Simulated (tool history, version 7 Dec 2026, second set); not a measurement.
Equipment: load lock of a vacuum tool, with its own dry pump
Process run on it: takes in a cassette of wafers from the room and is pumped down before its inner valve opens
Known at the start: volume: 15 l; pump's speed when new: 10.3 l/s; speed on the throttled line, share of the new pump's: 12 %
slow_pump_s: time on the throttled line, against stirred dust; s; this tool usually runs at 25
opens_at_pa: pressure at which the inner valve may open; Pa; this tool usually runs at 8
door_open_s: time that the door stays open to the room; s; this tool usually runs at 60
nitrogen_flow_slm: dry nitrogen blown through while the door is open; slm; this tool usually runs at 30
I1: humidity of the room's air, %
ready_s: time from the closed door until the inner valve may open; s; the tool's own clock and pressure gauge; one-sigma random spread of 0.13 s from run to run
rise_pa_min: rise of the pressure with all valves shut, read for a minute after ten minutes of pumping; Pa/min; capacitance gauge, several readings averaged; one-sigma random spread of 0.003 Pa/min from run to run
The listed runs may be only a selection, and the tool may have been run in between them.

run 1 day=0 | slow_pump_s=25 opens_at_pa=8 door_open_s=60 nitrogen_flow_slm=30 | I1=44.4 | ready_s=35.8 rise_pa_min=0.077
run 2 day=18.204 | slow_pump_s=25 opens_at_pa=8 door_open_s=60 nitrogen_flow_slm=30 | I1=43.1 | ready_s=36.1 rise_pa_min=0.082
run 3 day=34.679 | slow_pump_s=25 opens_at_pa=8 door_open_s=60 nitrogen_flow_slm=15 | I1=44.7 | ready_s=36.3 rise_pa_min=0.108
run 4 day=47.762 | slow_pump_s=25 opens_at_pa=8 door_open_s=60 nitrogen_flow_slm=15 | I1=46.7 | ready_s=36.3 rise_pa_min=0.122
run 5 day=74.292 | slow_pump_s=25 opens_at_pa=8 door_open_s=60 nitrogen_flow_slm=30 | I1=47.6 | ready_s=36.2 rise_pa_min=0.101
run 6 day=97.296 | slow_pump_s=25 opens_at_pa=8 door_open_s=60 nitrogen_flow_slm=30 | I1=43.6 | ready_s=36.5 rise_pa_min=0.109
run 7 day=123.962 | slow_pump_s=25 opens_at_pa=8 door_open_s=60 nitrogen_flow_slm=30 | I1=46.9 | ready_s=36.5 rise_pa_min=0.119
run 8 day=145.625 | slow_pump_s=25 opens_at_pa=8 door_open_s=60 nitrogen_flow_slm=8 | I1=45.9 | ready_s=36.5 rise_pa_min=0.158
run 9 day=160.529 | slow_pump_s=25 opens_at_pa=8 door_open_s=60 nitrogen_flow_slm=8 | I1=46.9 | ready_s=36.6 rise_pa_min=0.158
run 10 day=174.304 | slow_pump_s=25 opens_at_pa=8 door_open_s=60 nitrogen_flow_slm=8 | I1=44.1 | ready_s=37 rise_pa_min=0.169
run 11 day=195.1 | slow_pump_s=25 opens_at_pa=8 door_open_s=60 nitrogen_flow_slm=8 | I1=46.4 | ready_s=36.8 rise_pa_min=0.18
run 12 day=218.683 | slow_pump_s=25 opens_at_pa=8 door_open_s=60 nitrogen_flow_slm=8 | I1=46.1 | ready_s=37 rise_pa_min=0.194
run 13 day=235.425 | slow_pump_s=25 opens_at_pa=8 door_open_s=60 nitrogen_flow_slm=8 | I1=44.7 | ready_s=36.9 rise_pa_min=0.2
run 14 day=247.467 | slow_pump_s=25 opens_at_pa=8 door_open_s=60 nitrogen_flow_slm=8 | I1=43.6 | ready_s=36.9 rise_pa_min=0.205
run 15 day=266.592 | slow_pump_s=25 opens_at_pa=8 door_open_s=60 nitrogen_flow_slm=8 | I1=45 | ready_s=37.1 rise_pa_min=0.221
run 16 day=293.142 | slow_pump_s=25 opens_at_pa=8 door_open_s=60 nitrogen_flow_slm=8 | I1=48.7 | ready_s=37.3 rise_pa_min=0.239
run 17 day=314.896 | slow_pump_s=25 opens_at_pa=8 door_open_s=60 nitrogen_flow_slm=8 | I1=47.1 | ready_s=37.3 rise_pa_min=0.255
run 18 day=327.433 | slow_pump_s=25 opens_at_pa=8 door_open_s=60 nitrogen_flow_slm=11 | I1=46.9 | ready_s=37.3 rise_pa_min=0.249
run 19 day=348.525 | slow_pump_s=25 opens_at_pa=8 door_open_s=60 nitrogen_flow_slm=11 | I1=44.5 | ready_s=37.3 rise_pa_min=0.262
run 20 day=372.721 | slow_pump_s=25 opens_at_pa=8 door_open_s=52 nitrogen_flow_slm=11 | I1=45.1 | ready_s=37.5 rise_pa_min=0.274
run 21 day=398.942 | slow_pump_s=25 opens_at_pa=8 door_open_s=52 nitrogen_flow_slm=11 | I1=44.6 | ready_s=37.8 rise_pa_min=0.296
-- day=419.904 dry pump taken out, an overhauled one fitted
run 22 day=421.808 | slow_pump_s=14 opens_at_pa=13 door_open_s=203 nitrogen_flow_slm=30 | I1=46.4 | ready_s=25.4 rise_pa_min=0.335

The next listed run, before its measurement:
run 23 day=447.721 | slow_pump_s=29 opens_at_pa=8 door_open_s=99 nitrogen_flow_slm=13 | I1=45.2 | ready_s=? rise_pa_min=?

{"run 23": {"ready_s": 39.4, "rise_pa_min": 0.35}}
Were there no unlogged condition in the tool, this run, its random variation unchanged, would have produced ready_s 39.4 s, rise_pa_min 0.092 Pa/min.
